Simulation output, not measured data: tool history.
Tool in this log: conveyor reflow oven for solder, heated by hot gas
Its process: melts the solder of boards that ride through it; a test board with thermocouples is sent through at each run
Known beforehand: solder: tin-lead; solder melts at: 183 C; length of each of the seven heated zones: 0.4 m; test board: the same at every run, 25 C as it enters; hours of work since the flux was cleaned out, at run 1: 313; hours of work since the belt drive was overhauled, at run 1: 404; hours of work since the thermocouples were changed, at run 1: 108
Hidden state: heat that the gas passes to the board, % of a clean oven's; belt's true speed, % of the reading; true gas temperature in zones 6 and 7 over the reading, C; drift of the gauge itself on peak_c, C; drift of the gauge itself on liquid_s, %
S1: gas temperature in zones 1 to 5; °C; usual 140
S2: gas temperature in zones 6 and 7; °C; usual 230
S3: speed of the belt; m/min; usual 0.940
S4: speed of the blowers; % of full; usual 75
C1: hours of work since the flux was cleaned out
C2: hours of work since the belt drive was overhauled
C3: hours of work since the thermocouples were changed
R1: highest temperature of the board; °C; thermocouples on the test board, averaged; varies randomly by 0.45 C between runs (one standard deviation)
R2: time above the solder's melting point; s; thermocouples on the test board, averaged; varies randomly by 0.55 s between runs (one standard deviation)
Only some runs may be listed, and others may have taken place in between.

run	hour	S1	S2	S3	S4	C1	C2	C3	R1	R2
1	0.0	140	230	0.940	75	313	404	108	209.3	32.8
2	8.0	140	230	0.940	75	316	407	111	208.5	32.7
3	18.8	140	230	0.940	75	321	412	115	208.5	33.4
4	28.2	140	230	0.940	75	325	416	119	208.9	33.8
5	34.2	140	230	0.839	75	327	418	122	212.4	41.0
6	41.8	140	230	0.839	75	330	421	125	211.2	41.1
7	47.1	140	230	0.839	75	332	424	127	212.9	40.2
8	53.7	140	230	0.839	75	335	426	130	212.2	41.5
9	64.6	140	230	0.940	75	340	431	134	208.4	32.3
10	72.2	140	230	0.940	75	343	434	137	208.8	33.2
11	80.5	140	242	0.940	75	346	437	141	218.3	38.4
12	84.9	140	242	0.940	75	348	439	143	218.3	39.0
13	91.8	135	242	0.940	75	351	442	146	216.4	36.9
14	98.2	140	245	0.940	75	353	445	148	221.6	40.3
15	107.8	140	230	0.940	75	357	449	152	208.8	33.1
16	118.2	140	230	0.973	75	362	453	156	207.8	31.4
17	127.5	143	230	0.838	75	366	457	160	213.0	40.8
18	135.7	143	234	0.788	58	369	460	164	214.1	44.4
19	140.7	143	234	0.788	58	371	462	166	213.4	44.9
20	146.8	143	234	0.788	58	374	465	168	214.0	43.3
21	156.6	140	236	0.762	78	378	469	172	220.4	49.0
22	163.0	151	219	0.974	86	380	471	175	203.1	30.1
23	173.8	151	219	0.974	86	385	476	179	202.0	31.5
24	182.5	151	219	0.998	71	388	479	183	198.7	26.1
25	187.1	151	219	0.998	71	390	481	185	199.4	25.3
26	197.1	151	219	0.998	71	394	485	189	198.0	25.7
27	207.9	133	239	0.778	55	399	490	193	215.5	42.9
# hour 216.4: flux residue cleaned out of gas plates and filters
28	218.1	133	224	1.080	55	1	492	196	194.1	15.8
29	227.6	133	224	1.080	55	5	496	199	194.4	14.9
30	237.0	137	231	0.777	68	9	500	203	216.5	47.2

Alternative continuations, all from the tool just after run 30; predict every row:
A	245.1	137	231	0.777	61	12	503	207	?	?
B	245.1	140	222	0.797	71	12	503	207	?	?
C	245.1	145	241	0.940	83	12	503	207	?	?

run	R1	R2
A	214.6	45.2
B	208.7	40.4
C	224.7	42.6
Take away the tool's hidden state, keep each run's random variation, and the runs would have read:
run	R1	R2
A	215.8	45.8
B	210.0	41.1
C	226.1	42.9

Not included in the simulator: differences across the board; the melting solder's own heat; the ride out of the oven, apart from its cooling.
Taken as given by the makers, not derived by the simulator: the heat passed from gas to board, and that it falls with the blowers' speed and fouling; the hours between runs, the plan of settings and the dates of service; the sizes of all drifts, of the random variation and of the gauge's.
